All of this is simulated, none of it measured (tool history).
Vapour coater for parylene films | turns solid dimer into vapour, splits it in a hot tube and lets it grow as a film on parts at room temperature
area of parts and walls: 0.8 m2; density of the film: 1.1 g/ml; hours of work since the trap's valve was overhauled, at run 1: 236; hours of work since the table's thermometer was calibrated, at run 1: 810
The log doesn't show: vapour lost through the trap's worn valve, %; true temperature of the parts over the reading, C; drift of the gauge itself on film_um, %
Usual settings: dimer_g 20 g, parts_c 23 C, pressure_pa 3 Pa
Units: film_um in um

run	hour	dimer_g	parts_c	pressure_pa	hours of work since the trap's valve was overhauled	hours of work since the table's thermometer was calibrated	film_um
1	0	20	23	3	236	810	10.96
2	28.2	20	23	3	260	834	10.97
3	65.3	20	23	3	293	866	10.89
4	98.9	20	20	3	322	895	11.81
5	132.3	20	20	3	351	925	11.85
6	155.5	20	20	3	371	945	11.84
7	174.6	20	20	3	388	961	11.95

The next listed run, before its measurement:
8	211	20	20	3	419	993	?

{"run 8": {"film_um": 11.82}}
Without the tool's hidden state the same run would have given film_um 11.83 um.
